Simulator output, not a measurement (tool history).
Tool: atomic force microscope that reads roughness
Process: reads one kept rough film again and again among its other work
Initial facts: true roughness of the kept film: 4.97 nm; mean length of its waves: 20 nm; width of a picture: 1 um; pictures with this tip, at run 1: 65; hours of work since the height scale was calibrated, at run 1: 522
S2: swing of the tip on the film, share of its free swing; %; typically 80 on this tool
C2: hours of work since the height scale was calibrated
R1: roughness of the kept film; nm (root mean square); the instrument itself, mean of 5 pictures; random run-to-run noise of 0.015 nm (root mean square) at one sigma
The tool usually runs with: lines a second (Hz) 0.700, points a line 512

Run 1, hour 0.0: usual settings; pictures with this tip 65; C2 522. Result: R1 3.133 nm (root mean square).
Run 2, hour 23.4: usual settings; pictures with this tip 120; C2 538. Result: R1 2.766 nm (root mean square).
Run 3, hour 40.5: usual settings but lines a second (Hz) 2.145; pictures with this tip 160; C2 549. Result: R1 2.259 nm (root mean square).
At hour 65.8: new tip fitted.
Run 4, hour 68.2: usual settings; pictures with this tip 5; C2 568. Result: R1 3.679 nm (root mean square).
Run 5, hour 92.4: usual settings but S2 64 %; pictures with this tip 62; C2 584. Result: R1 3.242 nm (root mean square).
Run 6, hour 112.2: usual settings; pictures with this tip 108; C2 598. Result: R1 2.790 nm (root mean square).
Run 7, hour 135.0: usual settings but points a line 671; pictures with this tip 162; C2 613. Result: R1 2.468 nm (root mean square).
Run 8, hour 151.0: usual settings; pictures with this tip 199; C2 624. Result: R1 2.291 nm (root mean square).
At hour 159.3: new tip fitted.
Run 9, hour 174.8: usual settings; pictures with this tip 36; C2 640. Result: R1 3.380 nm (root mean square).
Run 10, hour 189.1: usual settings; pictures with this tip 70; C2 650. Result: R1 3.090 nm (root mean square).
Run 11, hour 215.7: usual settings; pictures with this tip 132; C2 668. Result: R1 2.693 nm (root mean square).
Run 12, hour 234.6: usual settings; pictures with this tip 176; C2 681. Result: R1 2.438 nm (root mean square).
At hour 252.5: new tip fitted.
Run 13, hour 264.4: usual settings; pictures with this tip 28; C2 701. Result: R1 3.459 nm (root mean square).
Run 14, hour 283.9: usual settings; pictures with this tip 73; C2 714. Result: R1 3.102 nm (root mean square).
Run 15, hour 311.5: usual settings; pictures with this tip 137; C2 733. Result: R1 2.636 nm (root mean square).
Run 16, hour 338.5: usual settings; pictures with this tip 201; C2 751. Result: R1 2.307 nm (root mean square).
At hour 347.7: new tip fitted.
Run 17, hour 363.0: usual settings; pictures with this tip 36; C2 767. Result: R1 3.293 nm (root mean square).
Run 18, hour 377.1: usual settings; pictures with this tip 69; C2 777. Result: R1 3.039 nm (root mean square).
Run 19, hour 395.7: usual settings; pictures with this tip 112; C2 789. Result: R1 2.758 nm (root mean square).
Run 20, hour 409.1: usual settings; pictures with this tip 143; C2 799. Result: R1 2.607 nm (root mean square).
Run 21, hour 433.0: usual settings; pictures with this tip 199; C2 815. Result: R1 2.342 nm (root mean square).
At hour 441.4: new tip fitted.
Run 22, hour 461.8: usual settings but points a line 488; pictures with this tip 47; C2 834. Result: R1 3.269 nm (root mean square).
Run 23, hour 481.8: usual settings but points a line 488; pictures with this tip 94; C2 848. Result: R1 2.888 nm (root mean square).
Run 24, hour 500.8: usual settings but points a line 488; pictures with this tip 138; C2 861. Result: R1 2.587 nm (root mean square).
Run 25, hour 519.0: usual settings but points a line 488; pictures with this tip 181; C2 873. Result: R1 2.363 nm (root mean square).
At hour 521.7: height scale calibrated on a step standard.
Run 26, hour 532.4: usual settings but points a line 488; pictures with this tip 210; C2 7. Result: R1 2.262 nm (root mean square).
At hour 536.7: new tip fitted.
Run 27, hour 555.3: usual settings but lines a second (Hz) 1.069, S2 68 %, points a line 747; pictures with this tip 43; C2 23. Result: R1 3.391 nm (root mean square).
Run 28, hour 569.3: usual settings but lines a second (Hz) 0.893, S2 89 %, points a line 336; pictures with this tip 76; C2 32. Result: R1 2.899 nm (root mean square).
Run 29, hour 591.5: usual settings but lines a second (Hz) 1.146, S2 60 %, points a line 497; pictures with this tip 128; C2 47. Result: R1 2.804 nm (root mean square).
Run 30, hour 607.9: usual settings but lines a second (Hz) 0.544, S2 60 %, points a line 497; pictures with this tip 166; C2 58. Result: R1 2.628 nm (root mean square).
Run 31, hour 624.0: usual settings but lines a second (Hz) 0.911, S2 81 %; pictures with this tip 204; C2 69. Result: R1 2.294 nm (root mean square).
At hour 630.2: new tip fitted.
Run 32, hour 642.1: usual settings but lines a second (Hz) 0.911, S2 81 %; pictures with this tip 28; C2 81. Result: R1 3.334 nm (root mean square).
At hour 646.8: height scale calibrated on a step standard, once more.
Run 33, hour 666.2: usual settings but lines a second (Hz) 3.327, S2 67 %, points a line 717; pictures with this tip 82; C2 13. Result: R1 2.714 nm (root mean square).
Run 34, hour 684.5: usual settings but lines a second (Hz) 3.443, S2 57 %, points a line 478; pictures with this tip 125; C2 26. Result: R1 2.587 nm (root mean square).
Run 35, hour 703.5: usual settings but lines a second (Hz) 1.506; pictures with this tip 169; C2 39. Result: R1 2.282 nm (root mean square).
At hour 725.0: new tip fitted.
Run 36, hour 725.2: usual settings but lines a second (Hz) 3.960, points a line 269; pictures with this tip 0; C2 53. Result: R1 2.871 nm (root mean square).
Run 37, hour 750.7: usual settings but lines a second (Hz) 1.560, S2 76 %, points a line 1006; pictures with this tip 60; C2 70. Result: R1 3.000 nm (root mean square).
Run 38, hour 766.8: usual settings but lines a second (Hz) 0.526, S2 65 %, points a line 1006; pictures with this tip 98; C2 81. Result: R1 2.994 nm (root mean square).
Run 39, hour 784.3: usual settings but lines a second (Hz) 0.584, S2 65 %, points a line 721; pictures with this tip 139; C2 93. Result: R1 2.727 nm (root mean square).
Run 40, hour 810.1: usual settings but lines a second (Hz) 0.584, S2 65 %, points a line 721; pictures with this tip 199; C2 111. Result: R1 2.386 nm (root mean square).
At hour 818.7: new tip fitted.
Run 41, hour 824.3: usual settings but lines a second (Hz) 0.584, S2 65 %, points a line 721; pictures with this tip 13; C2 120. Result: R1 3.693 nm (root mean square).
Run 42, hour 851.2: usual settings but lines a second (Hz) 0.640, S2 78 %, points a line 421; pictures with this tip 76; C2 138. Result: R1 3.016 nm (root mean square).
Run 43, hour 865.8: usual settings but lines a second (Hz) 0.640, S2 78 %, points a line 421; pictures with this tip 110; C2 148. Result: R1 2.762 nm (root mean square).
Run 44, hour 890.6: usual settings but lines a second (Hz) 0.640, S2 78 %, points a line 421; pictures with this tip 168; C2 165. Result: R1 2.446 nm (root mean square).
Run 45, hour 902.5: usual settings but lines a second (Hz) 0.640, S2 78 %, points a line 421; pictures with this tip 196; C2 173. Result: R1 2.299 nm (root mean square).
At hour 912.5: new tip fitted.
Run 46, hour 920.5: usual settings but lines a second (Hz) 0.910; pictures with this tip 18; C2 185. Result: R1 3.479 nm (root mean square).
Run 47, hour 937.9: usual settings but S2 84 %, points a line 287; pictures with this tip 59; C2 197. Result: R1 3.078 nm (root mean square).
Run 48, hour 954.3: usual settings but S2 84 %, points a line 287; pictures with this tip 97; C2 208. Result: R1 2.832 nm (root mean square).
Run 49, hour 969.4: usual settings but lines a second (Hz) 3.465, S2 84 %, points a line 615; pictures with this tip 133; C2 218. Result: R1 2.111 nm (root mean square).
Run 50, hour 998.0: usual settings but lines a second (Hz) 0.969, S2 69 %, points a line 635; pictures with this tip 199; C2 238. Result: R1 2.388 nm (root mean square).
At hour 1006.9: new tip fitted.
Run 51, hour 1014.6: usual settings but lines a second (Hz) 1.037, S2 71 %, points a line 296; pictures with this tip 18; C2 249. Result: R1 3.497 nm (root mean square).
Run 52, hour 1030.8: usual settings but lines a second (Hz) 0.524, S2 71 %, points a line 688; pictures with this tip 56; C2 260. Result: R1 3.309 nm (root mean square).

Forecast each of these 3 alternatives for the next run:
Run A, hour 1058.5: usual settings but S2 58 %, points a line 1015; pictures with this tip 120; C2 278. Result: R1 ?.
Run B, hour 1058.5: usual settings but lines a second (Hz) 2.695, S2 59 %; pictures with this tip 120; C2 278. Result: R1 ?.
Run C, hour 1058.5: usual settings but S2 68 %; pictures with this tip 120; C2 278. Result: R1 ?.

run     R1
  A  2.860
  B  2.722
  C  2.828
The same runs, with their run-to-run variation unchanged, on a tool lacking any hidden condition would have given:
run     R1
  A  3.898
  B  3.711
  C  3.856
